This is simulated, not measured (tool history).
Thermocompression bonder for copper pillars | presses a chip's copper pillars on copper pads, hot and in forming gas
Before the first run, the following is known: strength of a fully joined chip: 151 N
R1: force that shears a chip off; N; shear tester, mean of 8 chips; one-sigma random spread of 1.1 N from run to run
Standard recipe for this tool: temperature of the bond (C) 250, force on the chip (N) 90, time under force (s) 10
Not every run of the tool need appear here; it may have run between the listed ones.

{"run": 1, "hour": 0.0, "temperature of the bond (C)": 250, "force on the chip (N)": 90, "time under force (s)": 10, "R1": 86.3}
{"run": 2, "hour": 10.2, "temperature of the bond (C)": 250, "force on the chip (N)": 90, "time under force (s)": 8, "R1": 80.5}
{"run": 3, "hour": 30.4, "temperature of the bond (C)": 261, "force on the chip (N)": 90, "time under force (s)": 10, "R1": 94.2}
{"run": 4, "hour": 52.3, "temperature of the bond (C)": 250, "force on the chip (N)": 90, "time under force (s)": 10, "R1": 86.0}
{"run": 5, "hour": 68.2, "temperature of the bond (C)": 252, "force on the chip (N)": 90, "time under force (s)": 10, "R1": 86.4}
{"run": 6, "hour": 90.1, "temperature of the bond (C)": 252, "force on the chip (N)": 90, "time under force (s)": 10, "R1": 85.8}
{"run": 7, "hour": 99.2, "temperature of the bond (C)": 252, "force on the chip (N)": 90, "time under force (s)": 10, "R1": 86.6}
{"run": 8, "hour": 120.2, "temperature of the bond (C)": 252, "force on the chip (N)": 90, "time under force (s)": 10, "R1": 85.3}
{"run": 9, "hour": 138.3, "temperature of the bond (C)": 259, "force on the chip (N)": 90, "time under force (s)": 10, "R1": 90.9}
{"run": 10, "hour": 148.8, "temperature of the bond (C)": 259, "force on the chip (N)": 90, "time under force (s)": 10, "R1": 86.9}
{"run": 11, "hour": 170.6, "temperature of the bond (C)": 259, "force on the chip (N)": 90, "time under force (s)": 10, "R1": 90.3}
{"hour": 179.7, "done": "heater calibrated with a thermocouple chip"}
{"run": 12, "hour": 182.2, "temperature of the bond (C)": 250, "force on the chip (N)": 69, "time under force (s)": 10, "R1": 68.9}
{"hour": 193.1, "done": "forming gas filter changed"}
{"run": 13, "hour": 200.7, "temperature of the bond (C)": 250, "force on the chip (N)": 130, "time under force (s)": 10, "R1": 97.8}
{"run": 14, "hour": 210.0, "temperature of the bond (C)": 250, "force on the chip (N)": 107, "time under force (s)": 10, "R1": 93.0}
{"run": 15, "hour": 230.3, "temperature of the bond (C)": 250, "force on the chip (N)": 90, "time under force (s)": 13, "R1": 90.2}
{"run": 16, "hour": 246.6, "temperature of the bond (C)": 250, "force on the chip (N)": 90, "time under force (s)": 13, "R1": 90.9}
{"run": 17, "hour": 262.3, "temperature of the bond (C)": 250, "force on the chip (N)": 90, "time under force (s)": 13, "R1": 92.4}
{"hour": 267.5, "done": "heater calibrated with a thermocouple chip, once more"}
{"run": 18, "hour": 275.0, "temperature of the bond (C)": 250, "force on the chip (N)": 90, "time under force (s)": 13, "R1": 106.2}
{"run": 19, "hour": 285.6, "temperature of the bond (C)": 250, "force on the chip (N)": 90, "time under force (s)": 13, "R1": 105.0}
{"run": 20, "hour": 304.0, "temperature of the bond (C)": 250, "force on the chip (N)": 90, "time under force (s)": 13, "R1": 104.6}
{"run": 21, "hour": 326.1, "temperature of the bond (C)": 250, "force on the chip (N)": 63, "time under force (s)": 27, "R1": 110.9}
{"run": 22, "hour": 340.2, "temperature of the bond (C)": 278, "force on the chip (N)": 90, "time under force (s)": 25, "R1": 133.9}
{"run": 23, "hour": 359.4, "temperature of the bond (C)": 278, "force on the chip (N)": 90, "time under force (s)": 25, "R1": 135.3}
{"run": 24, "hour": 379.2, "temperature of the bond (C)": 250, "force on the chip (N)": 90, "time under force (s)": 29, "R1": 124.8}
{"run": 25, "hour": 395.3, "temperature of the bond (C)": 236, "force on the chip (N)": 86, "time under force (s)": 29, "R1": 113.6}
{"run": 26, "hour": 416.8, "temperature of the bond (C)": 250, "force on the chip (N)": 75, "time under force (s)": 14, "R1": 98.5}
{"run": 27, "hour": 436.5, "temperature of the bond (C)": 250, "force on the chip (N)": 75, "time under force (s)": 14, "R1": 95.6}
{"run": 28, "hour": 456.0, "temperature of the bond (C)": 250, "force on the chip (N)": 90, "time under force (s)": 11, "R1": 99.1}
{"run": 29, "hour": 472.8, "temperature of the bond (C)": 250, "force on the chip (N)": 90, "time under force (s)": 11, "R1": 96.4}
{"run": 30, "hour": 488.0, "temperature of the bond (C)": 274, "force on the chip (N)": 81, "time under force (s)": 15, "R1": 116.5}
{"run": 31, "hour": 503.7, "temperature of the bond (C)": 274, "force on the chip (N)": 81, "time under force (s)": 15, "R1": 116.0}
{"run": 32, "hour": 516.5, "temperature of the bond (C)": 275, "force on the chip (N)": 132, "time under force (s)": 13, "R1": 129.9}
{"run": 33, "hour": 525.8, "temperature of the bond (C)": 267, "force on the chip (N)": 87, "time under force (s)": 13, "R1": 111.0}
{"run": 34, "hour": 538.4, "temperature of the bond (C)": 257, "force on the chip (N)": 86, "time under force (s)": 25, "R1": 118.8}
{"run": 35, "hour": 547.9, "temperature of the bond (C)": 221, "force on the chip (N)": 86, "time under force (s)": 25, "R1": 91.7}
{"run": 36, "hour": 558.7, "temperature of the bond (C)": 221, "force on the chip (N)": 68, "time under force (s)": 25, "R1": 81.4}
{"run": 37, "hour": 575.0, "temperature of the bond (C)": 275, "force on the chip (N)": 68, "time under force (s)": 8, "R1": 94.8}
{"run": 38, "hour": 596.4, "temperature of the bond (C)": 268, "force on the chip (N)": 90, "time under force (s)": 29, "R1": 129.2}
{"run": 39, "hour": 608.7, "temperature of the bond (C)": 268, "force on the chip (N)": 90, "time under force (s)": 29, "R1": 130.4}
{"run": 40, "hour": 620.6, "temperature of the bond (C)": 268, "force on the chip (N)": 66, "time under force (s)": 13, "R1": 100.4}

What if the next run were any one of these 4? Each begins from the tool's condition after run 40:
{"run": "A", "hour": 632.7, "temperature of the bond (C)": 251, "force on the chip (N)": 71, "time under force (s)": 13, "R1": "?"}
{"run": "B", "hour": 632.7, "temperature of the bond (C)": 255, "force on the chip (N)": 64, "time under force (s)": 10, "R1": "?"}
{"run": "C", "hour": 632.7, "temperature of the bond (C)": 249, "force on the chip (N)": 93, "time under force (s)": 13, "R1": "?"}
{"run": "D", "hour": 632.7, "temperature of the bond (C)": 268, "force on the chip (N)": 127, "time under force (s)": 8, "R1": "?"}

run=A R1=90.7
run=B R1=82.5
run=C R1=100.9
run=D R1=110.7
Stripped of hidden state, with their random variation kept, the same runs would have yielded:
run=A R1=95.4
run=B R1=86.8
run=C R1=106.0
run=D R1=116.1

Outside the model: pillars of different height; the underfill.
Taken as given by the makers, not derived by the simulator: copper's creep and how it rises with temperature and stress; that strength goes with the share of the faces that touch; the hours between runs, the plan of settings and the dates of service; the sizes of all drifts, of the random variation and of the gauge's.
